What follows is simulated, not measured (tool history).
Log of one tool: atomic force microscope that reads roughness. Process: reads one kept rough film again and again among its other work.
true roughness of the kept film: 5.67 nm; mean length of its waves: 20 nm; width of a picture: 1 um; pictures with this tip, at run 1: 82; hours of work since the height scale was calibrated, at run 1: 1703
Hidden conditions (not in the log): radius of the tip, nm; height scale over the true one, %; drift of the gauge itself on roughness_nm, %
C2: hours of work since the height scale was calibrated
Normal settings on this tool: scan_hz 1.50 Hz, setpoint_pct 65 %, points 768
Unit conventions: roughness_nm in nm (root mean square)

{"run": 1, "hour": 0.0, "scan_hz": 1.5, "setpoint_pct": 65, "points": 768, "pictures with this tip": 82, "C2": 1703, "roughness_nm": 3.2}
{"hour": 16.5, "done": "new tip fitted"}
{"run": 2, "hour": 48.9, "scan_hz": 1.5, "setpoint_pct": 65, "points": 533, "pictures with this tip": 79, "C2": 1742, "roughness_nm": 3.071}
{"hour": 66.0, "done": "new tip fitted"}
{"hour": 115.5, "done": "new tip fitted"}
{"run": 3, "hour": 117.3, "scan_hz": 1.5, "setpoint_pct": 65, "points": 533, "pictures with this tip": 5, "C2": 1795, "roughness_nm": 3.944}
{"hour": 168.3, "done": "new tip fitted"}
{"run": 4, "hour": 189.2, "scan_hz": 1.5, "setpoint_pct": 65, "points": 533, "pictures with this tip": 51, "C2": 1852, "roughness_nm": 3.395}
{"hour": 217.9, "done": "new tip fitted"}
{"run": 5, "hour": 253.2, "scan_hz": 1.5, "setpoint_pct": 65, "points": 386, "pictures with this tip": 86, "C2": 1903, "roughness_nm": 3.192}
{"hour": 268.1, "done": "new tip fitted"}
{"run": 6, "hour": 294.6, "scan_hz": 1.5, "setpoint_pct": 65, "points": 386, "pictures with this tip": 64, "C2": 1935, "roughness_nm": 3.197}
{"hour": 318.6, "done": "new tip fitted"}
{"hour": 368.4, "done": "new tip fitted"}
{"run": 7, "hour": 368.4, "scan_hz": 0.68, "setpoint_pct": 65, "points": 768, "pictures with this tip": 0, "C2": 1994, "roughness_nm": 4.163}
{"run": 8, "hour": 414.1, "scan_hz": 0.68, "setpoint_pct": 65, "points": 768, "pictures with this tip": 111, "C2": 2030, "roughness_nm": 3.135}
{"hour": 418.3, "done": "new tip fitted"}
{"run": 9, "hour": 450.5, "scan_hz": 1.5, "setpoint_pct": 65, "points": 768, "pictures with this tip": 79, "C2": 2059, "roughness_nm": 3.172}
{"hour": 468.5, "done": "new tip fitted"}
{"run": 10, "hour": 504.7, "scan_hz": 1.5, "setpoint_pct": 65, "points": 768, "pictures with this tip": 89, "C2": 2101, "roughness_nm": 3.04}
{"hour": 518.8, "done": "new tip fitted"}
{"hour": 568.5, "done": "new tip fitted"}
{"run": 11, "hour": 582.3, "scan_hz": 1.5, "setpoint_pct": 65, "points": 768, "pictures with this tip": 33, "C2": 2163, "roughness_nm": 3.646}
{"hour": 622.3, "done": "new tip fitted"}
{"run": 12, "hour": 635.5, "scan_hz": 2.35, "setpoint_pct": 65, "points": 768, "pictures with this tip": 32, "C2": 2205, "roughness_nm": 3.579}
{"hour": 672.1, "done": "new tip fitted"}
{"run": 13, "hour": 705.6, "scan_hz": 2.35, "setpoint_pct": 65, "points": 768, "pictures with this tip": 81, "C2": 2260, "roughness_nm": 3.001}
{"hour": 724.6, "done": "new tip fitted"}
{"run": 14, "hour": 759.4, "scan_hz": 3.35, "setpoint_pct": 56, "points": 768, "pictures with this tip": 84, "C2": 2303, "roughness_nm": 3.134}
{"hour": 777.1, "done": "new tip fitted"}
{"run": 15, "hour": 804.8, "scan_hz": 3.35, "setpoint_pct": 60, "points": 768, "pictures with this tip": 68, "C2": 2338, "roughness_nm": 3.149}
{"hour": 829.4, "done": "new tip fitted"}
{"run": 16, "hour": 860.4, "scan_hz": 3.35, "setpoint_pct": 80, "points": 736, "pictures with this tip": 75, "C2": 2382, "roughness_nm": 2.474}

What will run 17 give?
{"hour": 883.9, "done": "new tip fitted"}
{"run": 17, "hour": 905.6, "scan_hz": 3.35, "setpoint_pct": 80, "points": 736, "pictures with this tip": 53, "C2": 2418, "roughness_nm": "?"}

roughness_nm: 2.627 nm (root mean square)
The same run, on a tool lacking any hidden state, would have yielded roughness_nm 3.219 nm (root mean square).
